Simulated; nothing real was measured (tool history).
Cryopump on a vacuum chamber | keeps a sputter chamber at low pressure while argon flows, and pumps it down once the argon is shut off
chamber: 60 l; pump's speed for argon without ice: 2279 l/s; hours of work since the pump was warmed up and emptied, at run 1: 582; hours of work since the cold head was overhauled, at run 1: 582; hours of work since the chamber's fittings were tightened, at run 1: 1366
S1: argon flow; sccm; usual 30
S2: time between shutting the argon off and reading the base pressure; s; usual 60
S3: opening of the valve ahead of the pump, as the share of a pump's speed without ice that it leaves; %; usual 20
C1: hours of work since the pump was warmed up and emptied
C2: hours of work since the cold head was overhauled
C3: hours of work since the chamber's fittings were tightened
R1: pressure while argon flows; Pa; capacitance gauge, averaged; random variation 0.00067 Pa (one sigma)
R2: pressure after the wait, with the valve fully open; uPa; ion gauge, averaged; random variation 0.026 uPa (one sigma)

run 1 day=0.000 | S1=30 S2=60 S3=20 | C1=582 C2=582 C3=1366 | R1=0.1218 R2=1.61
-- day=0.667 pump warmed up, emptied and cooled again
run 2 day=0.808 | S1=30 S2=60 S3=34 | C1=3 C2=593 C3=1378 | R1=0.0652 R2=1.42
run 3 day=1.738 | S1=30 S2=60 S3=34 | C1=20 C2=611 C3=1395 | R1=0.0664 R2=1.47
run 4 day=2.500 | S1=17 S2=60 S3=34 | C1=35 C2=625 C3=1410 | R1=0.0384 R2=1.47
run 5 day=3.483 | S1=17 S2=60 S3=34 | C1=53 C2=644 C3=1428 | R1=0.0378 R2=1.42
run 6 day=4.212 | S1=17 S2=60 S3=34 | C1=67 C2=658 C3=1442 | R1=0.0375 R2=1.43
run 7 day=5.108 | S1=30 S2=60 S3=25 | C1=84 C2=674 C3=1459 | R1=0.0892 R2=1.43
run 8 day=5.942 | S1=30 S2=60 S3=20 | C1=99 C2=690 C3=1474 | R1=0.1131 R2=1.47
run 9 day=6.942 | S1=30 S2=60 S3=20 | C1=118 C2=709 C3=1493 | R1=0.1128 R2=1.43
run 10 day=7.608 | S1=30 S2=60 S3=20 | C1=131 C2=722 C3=1506 | R1=0.1128 R2=1.50
run 11 day=8.162 | S1=49 S2=60 S3=20 | C1=141 C2=732 C3=1516 | R1=0.1848 R2=1.51
run 12 day=9.154 | S1=49 S2=60 S3=20 | C1=160 C2=751 C3=1535 | R1=0.1865 R2=1.48
run 13 day=9.767 | S1=30 S2=60 S3=20 | C1=172 C2=762 C3=1546 | R1=0.1143 R2=1.56
run 14 day=10.267 | S1=30 S2=60 S3=20 | C1=181 C2=772 C3=1556 | R1=0.1146 R2=1.48
run 15 day=11.171 | S1=30 S2=60 S3=20 | C1=198 C2=789 C3=1573 | R1=0.1145 R2=1.54
run 16 day=12.192 | S1=30 S2=107 S3=20 | C1=217 C2=808 C3=1592 | R1=0.1132 R2=1.13
run 17 day=12.750 | S1=52 S2=61 S3=29 | C1=228 C2=818 C3=1603 | R1=0.1400 R2=1.53
run 18 day=13.892 | S1=52 S2=61 S3=29 | C1=249 C2=840 C3=1624 | R1=0.1390 R2=1.52
run 19 day=14.529 | S1=57 S2=66 S3=21 | C1=261 C2=852 C3=1636 | R1=0.2081 R2=1.50
run 20 day=15.308 | S1=49 S2=229 S3=51 | C1=276 C2=867 C3=1651 | R1=0.0772 R2=0.88
run 21 day=16.442 | S1=22 S2=51 S3=20 | C1=297 C2=888 C3=1672 | R1=0.0844 R2=1.78
run 22 day=17.262 | S1=30 S2=60 S3=15 | C1=313 C2=903 C3=1688 | R1=0.1530 R2=1.64
run 23 day=18.050 | S1=25 S2=57 S3=20 | C1=328 C2=918 C3=1703 | R1=0.0971 R2=1.66
run 24 day=18.908 | S1=25 S2=57 S3=20 | C1=344 C2=935 C3=1719 | R1=0.0968 R2=1.65
run 25 day=19.750 | S1=27 S2=118 S3=56 | C1=360 C2=950 C3=1735 | R1=0.0405 R2=1.13
run 26 day=20.329 | S1=14 S2=259 S3=46 | C1=371 C2=961 C3=1746 | R1=0.0249 R2=0.91
run 27 day=20.992 | S1=14 S2=259 S3=46 | C1=383 C2=974 C3=1758 | R1=0.0257 R2=0.96
run 28 day=21.554 | S1=34 S2=238 S3=22 | C1=394 C2=984 C3=1769 | R1=0.1203 R2=1.01

Forecast run 29:
run 29 day=22.271 | S1=34 S2=83 S3=28 | C1=407 C2=998 C3=1782 | R1=? R2=?

R1: 0.0976 Pa
R2: 1.44 uPa
Without the tool's hidden state the same run would have given R1 0.0901 Pa, R2 0.83 uPa.
